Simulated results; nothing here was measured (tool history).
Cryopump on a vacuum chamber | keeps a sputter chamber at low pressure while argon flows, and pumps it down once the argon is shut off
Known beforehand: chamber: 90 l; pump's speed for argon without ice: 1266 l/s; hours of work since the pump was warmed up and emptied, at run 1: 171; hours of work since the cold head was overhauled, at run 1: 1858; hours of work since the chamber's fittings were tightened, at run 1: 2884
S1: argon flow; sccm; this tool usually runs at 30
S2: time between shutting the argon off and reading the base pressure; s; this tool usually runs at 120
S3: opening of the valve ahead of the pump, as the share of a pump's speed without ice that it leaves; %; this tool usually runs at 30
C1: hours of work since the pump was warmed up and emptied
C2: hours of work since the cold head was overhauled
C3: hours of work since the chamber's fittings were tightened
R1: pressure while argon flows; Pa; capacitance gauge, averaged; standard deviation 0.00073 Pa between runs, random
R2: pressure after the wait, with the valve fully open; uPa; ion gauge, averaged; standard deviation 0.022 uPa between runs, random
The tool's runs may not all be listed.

run    hour  S1   S2  S3   C1    C2    C3      R1    R2
  1       0  30  120  30  171  1858  2884  0.1382   3.6
  2    42.4  30  212  30  202  1889  2915  0.1406   3.6
  3   100.9  30  212  30  245  1932  2958  0.1413  3.68
  4   183.9  30  225  30  306  1993  3018  0.1434  4.05
  5   223.2  22  225  30  335  2022  3047  0.1076  3.95
  6   283.1  22  225  30  379  2066  3091  0.1079  4.23
  7   351.6  22  225  30  429  2116  3141  0.1094  4.52
  8   418.5  30   22  30  478  2165  3190  0.1529  6.53
      490.7  -- pump warmed up, emptied and cooled again
  9   505.2  30   22  30   11  2225  3250   0.135  5.66
      540.6  -- leaking fittings of the chamber tightened, without venting
 10   567.9  30   22  30   55  2270    20   0.138  2.46
 11   655.6  35  120  30  119  2334    84  0.1619  0.79
 12   697.6  35  120  30  150  2365   115  0.1634  0.79
 13     766  35  120  15  200  2415   165  0.3217  0.86
 14   826.8  35  141  15  245  2459   210  0.3252  0.92
 15   874.2  35  141  15  280  2494   245  0.3238  0.97
 16   962.8  35  141  15  345  2559   310  0.3303  1.03
 17  1002.4  35  141  15  374  2588   339  0.3301  1.07
 18  1081.5  35  141  15  432  2646   397  0.3353  1.26
 19  1149.3  35  211  15  482  2696   446  0.3394  1.31
     1220.4  -- pump warmed up, emptied and cooled again
 20  1237.5  41  209  58   13  2757   507  0.0979  0.96
 21  1294.4  59   35  17   54  2799   549  0.4724  2.19
 22  1371.6  21   84  30  111  2855   606  0.0969  1.49
 23  1449.6  30   25  23  168  2913   663  0.1809  2.85
 24  1525.4  30  204  19  224  2968   719  0.2206  1.37
 25  1595.6  30  120  47  275  3020   770  0.0962  1.59
 26  1680.4  18   31  47  337  3082   832  0.0601  2.93
 27  1756.2  25   46  33  393  3137   888  0.1155  2.46
 28  1833.3  25   48  30  450  3194   945  0.1293  2.59
 29  1875.9  44  208  29  481  3225   976  0.2354  1.93
     1947.7  -- pump warmed up, emptied and cooled again
 30  1948.6  44  208  29    1  3275  1025  0.2059  1.49
 31  2037.9  44  208  29   66  3340  1091  0.2082   1.6
 32  2077.7  58  120  21   95  3370  1120  0.3797  1.76
 33  2166.3  58  120  21  160  3435  1185  0.3825  1.92
 34  2254.5  58  120  21  225  3499  1250  0.3885  2.11

Predict each of these 4 candidate next runs independently; none follows another, all start after run 34:
  A  2343.4  57   43  30  290  3564  1315   ?   ?
  B  2343.4  22   87  30  290  3564  1315   ?   ?
  C  2343.4  25  106  30  290  3564  1315   ?   ?
  D  2343.4  25  120  41  290  3564  1315   ?   ?

run      R1    R2
  A  0.2764  2.97
  B  0.1073  2.39
  C  0.1205  2.32
  D  0.0921  2.24
With the hidden condition removed and each run's random variation left untouched, the same runs would have given:
run      R1    R2
  A   0.253  1.31
  B  0.0983  0.74
  C  0.1103  0.67
  D  0.0818  0.61

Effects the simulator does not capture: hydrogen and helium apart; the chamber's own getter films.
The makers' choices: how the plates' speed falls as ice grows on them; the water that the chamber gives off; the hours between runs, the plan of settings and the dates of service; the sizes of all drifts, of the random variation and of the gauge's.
